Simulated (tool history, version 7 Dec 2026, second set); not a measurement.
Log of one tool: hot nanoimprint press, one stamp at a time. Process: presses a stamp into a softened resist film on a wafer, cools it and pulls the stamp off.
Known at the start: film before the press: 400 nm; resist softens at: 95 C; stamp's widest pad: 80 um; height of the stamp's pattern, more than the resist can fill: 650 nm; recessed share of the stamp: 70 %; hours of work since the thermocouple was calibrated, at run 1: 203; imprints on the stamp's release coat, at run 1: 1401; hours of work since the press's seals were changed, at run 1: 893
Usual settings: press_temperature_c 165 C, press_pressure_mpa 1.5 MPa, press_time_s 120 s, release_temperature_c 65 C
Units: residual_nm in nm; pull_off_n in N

run	hour	press_temperature_c	press_pressure_mpa	press_time_s	release_temperature_c	hours of work since the thermocouple was calibrated	imprints on the stamp's release coat	hours of work since the press's seals were changed	residual_nm	pull_off_n
1	0	165	1.5	120	65	203	1401	893	190.4	317
2	31.2	165	1.5	120	60	219	1452	909	190.7	368
3	52.3	165	1.5	120	60	229	1487	919	193.1	372
4	89	165	1.5	120	60	248	1546	938	193.3	373
5	109.5	165	1.5	120	60	259	1580	949	194.3	374
6	136.3	165	1.5	120	60	272	1623	962	192.9	384
# hour 142.7: plate thermocouple calibrated
7	174.8	165	1.5	120	60	16	1681	980	194.7	373

Run 8 comes next. What will it give?
8	218.5	165	1.5	120	60	39	1752	1002	?	?

residual_nm: 198.4 nm
pull_off_n: 381 N
Without the tool's hidden state the same run would have given residual_nm 181.2 nm, pull_off_n 246 N.

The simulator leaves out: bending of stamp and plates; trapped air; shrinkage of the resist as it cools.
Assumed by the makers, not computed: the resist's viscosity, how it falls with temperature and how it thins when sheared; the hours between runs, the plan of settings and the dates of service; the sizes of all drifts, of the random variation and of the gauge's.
